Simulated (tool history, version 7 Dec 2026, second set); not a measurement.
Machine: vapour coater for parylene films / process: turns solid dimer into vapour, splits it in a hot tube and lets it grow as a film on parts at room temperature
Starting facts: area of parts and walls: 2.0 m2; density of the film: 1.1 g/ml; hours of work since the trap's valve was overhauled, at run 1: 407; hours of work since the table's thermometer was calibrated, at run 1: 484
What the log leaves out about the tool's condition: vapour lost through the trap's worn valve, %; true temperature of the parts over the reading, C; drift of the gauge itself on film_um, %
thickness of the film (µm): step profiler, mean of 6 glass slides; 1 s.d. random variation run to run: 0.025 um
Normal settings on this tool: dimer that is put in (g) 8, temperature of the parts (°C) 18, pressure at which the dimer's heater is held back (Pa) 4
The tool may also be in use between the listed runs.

run,hour,dimer that is put in (g),temperature of the parts (°C),pressure at which the dimer's heater is held back (Pa),hours of work since the trap's valve was overhauled,hours of work since the table's thermometer was calibrated,thickness of the film (µm)
1,0,8,18,4,407,484,1.79
2,23.8,3,18,4,423,500,0.66
3,34.7,3,18,4,431,507,0.67
4,45,3,18,4,438,514,0.66
5,64.5,3,18,4,451,527,0.65
6,77.6,3,18,4,460,536,0.67
7,100.5,10,18,4,475,552,2.19
8,112.2,8,18,3.82,483,559,1.79
9,125.1,8,18,3.82,492,568,1.76
10,141.2,8,18,3.82,503,579,1.76
11,164.2,8,18,4.9,518,595,1.73
12,176.5,8,18,4.9,527,603,1.71
13,198.5,8,10,4.9,542,618,2.15
14,221.8,8,10,4.9,557,634,2.18
15,234.8,8,10,4.9,566,642,2.21
16,248.2,8,18,4,575,651,1.77
17,261,8,18,4,584,660,1.73
18,274.8,8,18,4,593,669,1.79
# hour 287.4: trap's valve overhauled
19,297.1,8,18,4,7,682,1.8
20,308.9,8,18,4,15,690,1.77
21,326,8,18,4,26,701,1.78
22,346.8,8,18,4,40,715,1.77
23,359.1,8,18,3.97,49,724,1.75
24,373.2,8,18,4,58,733,1.8
25,395.8,5,26,2.13,73,749,0.93
26,407.4,5,26,2.13,81,756,0.92
27,430.4,5,26,2.13,97,772,0.95
28,449.5,4,18,4,110,785,0.87
29,462.1,4,26,2.35,118,793,0.71
30,478.5,4,26,2.35,129,804,0.76
31,489.6,4,26,2.35,137,812,0.75
32,503.7,4,26,2.35,146,821,0.67
33,524.7,8,25,5.1,160,836,1.39
34,538.4,10,22,2.49,170,845,2.08
35,549,10,28,2.49,177,852,1.75
36,570.3,4,14,9.99,191,866,0.93
37,582.8,4,17,4,200,875,0.93
38,593.8,4,17,4,207,882,0.89
39,617.1,8,10,2.39,223,898,2.4
40,639.7,8,10,2.39,238,913,2.4
41,655.9,7,16,9.1,249,924,1.49
42,666,7,16,9.1,256,931,1.46
43,681.7,6,18,11.02,267,942,1.14
44,700.5,6,20,10.83,279,954,1.11
45,716.4,8,19,2.32,290,965,1.82
46,736,10,14,4.54,303,978,2.48
47,753.9,8,25,2.36,315,991,1.5

What if the next run were any one of these 4? Each begins from the tool's condition after run 47:
A,775.7,8,17,2.24,330,1005,?
B,775.7,4,18,4,330,1005,?
C,775.7,8,12,4,330,1005,?
D,775.7,4,18,2.36,330,1005,?

run,thickness of the film (µm)
A,1.95
B,0.86
C,2.09
D,0.97
The same runs, with their run-to-run variation unchanged, on a tool lacking any hidden condition would have given:
run,thickness of the film (µm)
A,1.95
B,0.87
C,2.1
D,0.97
